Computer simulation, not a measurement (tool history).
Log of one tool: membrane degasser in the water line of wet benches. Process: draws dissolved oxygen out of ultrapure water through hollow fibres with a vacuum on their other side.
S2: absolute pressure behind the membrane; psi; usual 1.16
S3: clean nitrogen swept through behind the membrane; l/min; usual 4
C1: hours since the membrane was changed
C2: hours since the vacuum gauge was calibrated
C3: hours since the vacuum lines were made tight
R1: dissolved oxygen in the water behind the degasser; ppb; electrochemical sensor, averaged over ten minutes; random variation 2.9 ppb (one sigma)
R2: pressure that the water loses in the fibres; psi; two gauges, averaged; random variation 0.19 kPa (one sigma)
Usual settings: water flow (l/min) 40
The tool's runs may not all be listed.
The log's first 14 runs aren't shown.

{"run": 15, "hour": 478.7, "water flow (l/min)": 54, "S2": 1.16, "S3": 4, "C1": 1535, "C2": 5713, "C3": 1535, "R1": 477.7, "R2": 7.652}
{"run": 16, "hour": 504.1, "water flow (l/min)": 40, "S2": 0.854, "S3": 4, "C1": 1561, "C2": 5738, "C3": 1561, "R1": 242.6, "R2": 5.681}
{"run": 17, "hour": 529.9, "water flow (l/min)": 62, "S2": 2.579, "S3": 4, "C1": 1587, "C2": 5764, "C3": 1587, "R1": 878, "R2": 8.831}
{"run": 18, "hour": 558.5, "water flow (l/min)": 25, "S2": 2.579, "S3": 5.19, "C1": 1615, "C2": 5793, "C3": 1615, "R1": 220.2, "R2": 3.556}
{"run": 19, "hour": 600.9, "water flow (l/min)": 25, "S2": 2.579, "S3": 5.19, "C1": 1658, "C2": 5835, "C3": 1658, "R1": 217.8, "R2": 3.556}
{"run": 20, "hour": 627.8, "water flow (l/min)": 25, "S2": 2.579, "S3": 5.19, "C1": 1685, "C2": 5862, "C3": 1685, "R1": 223.2, "R2": 3.559}
{"run": 21, "hour": 647.8, "water flow (l/min)": 25, "S2": 2.579, "S3": 5.19, "C1": 1704, "C2": 5882, "C3": 1704, "R1": 218.4, "R2": 3.533}
{"run": 22, "hour": 677.9, "water flow (l/min)": 29, "S2": 1.852, "S3": 1.87, "C1": 1735, "C2": 5912, "C3": 1735, "R1": 410.4, "R2": 4.223}
{"run": 23, "hour": 700.0, "water flow (l/min)": 29, "S2": 1.852, "S3": 1.61, "C1": 1757, "C2": 5934, "C3": 1757, "R1": 452.6, "R2": 4.176}
{"run": 24, "hour": 724.0, "water flow (l/min)": 29, "S2": 1.852, "S3": 1.61, "C1": 1781, "C2": 5958, "C3": 1781, "R1": 449.7, "R2": 4.183}
{"run": 25, "hour": 759.2, "water flow (l/min)": 40, "S2": 2.741, "S3": 4, "C1": 1816, "C2": 5993, "C3": 1816, "R1": 524.9, "R2": 5.781}
{"run": 26, "hour": 787.2, "water flow (l/min)": 38, "S2": 1.794, "S3": 2.15, "C1": 1844, "C2": 6021, "C3": 1844, "R1": 504, "R2": 5.539}
{"hour": 827.4, "done": "gauge calibrated"}
{"run": 27, "hour": 830.3, "water flow (l/min)": 45, "S2": 1.323, "S3": 2.15, "C1": 1887, "C2": 6065, "C3": 1887, "R1": 488.2, "R2": 6.335}
{"run": 28, "hour": 868.6, "water flow (l/min)": 46, "S2": 1.018, "S3": 2.15, "C1": 1925, "C2": 6103, "C3": 1925, "R1": 411.1, "R2": 6.463}
{"run": 29, "hour": 912.6, "water flow (l/min)": 40, "S2": 1.797, "S3": 11.33, "C1": 1969, "C2": 6147, "C3": 1969, "R1": 261.3, "R2": 5.632}
{"run": 30, "hour": 934.7, "water flow (l/min)": 30, "S2": 2.606, "S3": 10.05, "C1": 1991, "C2": 6169, "C3": 1991, "R1": 197.6, "R2": 4.237}
{"run": 31, "hour": 971.2, "water flow (l/min)": 30, "S2": 2.606, "S3": 10.05, "C1": 2028, "C2": 6206, "C3": 2028, "R1": 194.6, "R2": 4.258}

Forecast each of these 5 alternatives for the next run:
{"run": "A", "hour": 1006.4, "water flow (l/min)": 26, "S2": 0.764, "S3": 10.05, "C1": 2063, "C2": 6241, "C3": 2063, "R1": "?", "R2": "?"}
{"run": "B", "hour": 1006.4, "water flow (l/min)": 40, "S2": 0.882, "S3": 6.95, "C1": 2063, "C2": 6241, "C3": 2063, "R1": "?", "R2": "?"}
{"run": "C", "hour": 1006.4, "water flow (l/min)": 63, "S2": 2.209, "S3": 3.69, "C1": 2063, "C2": 6241, "C3": 2063, "R1": "?", "R2": "?"}
{"run": "D", "hour": 1006.4, "water flow (l/min)": 37, "S2": 1.542, "S3": 4, "C1": 2063, "C2": 6241, "C3": 2063, "R1": "?", "R2": "?"}
{"run": "E", "hour": 1006.4, "water flow (l/min)": 58, "S2": 1.028, "S3": 10.05, "C1": 2063, "C2": 6241, "C3": 2063, "R1": "?", "R2": "?"}

run=A R1=74.9 R2=3.712
run=B R1=223.4 R2=5.668
run=C R1=866.5 R2=8.865
run=D R1=309.3 R2=5.266
run=E R1=441.5 R2=8.187
Without the tool's hidden state the same runs would have given:
run=A R1=74.8 R2=3.688
run=B R1=223.1 R2=5.632
run=C R1=865.9 R2=8.808
run=D R1=309 R2=5.233
run=E R1=441.1 R2=8.135
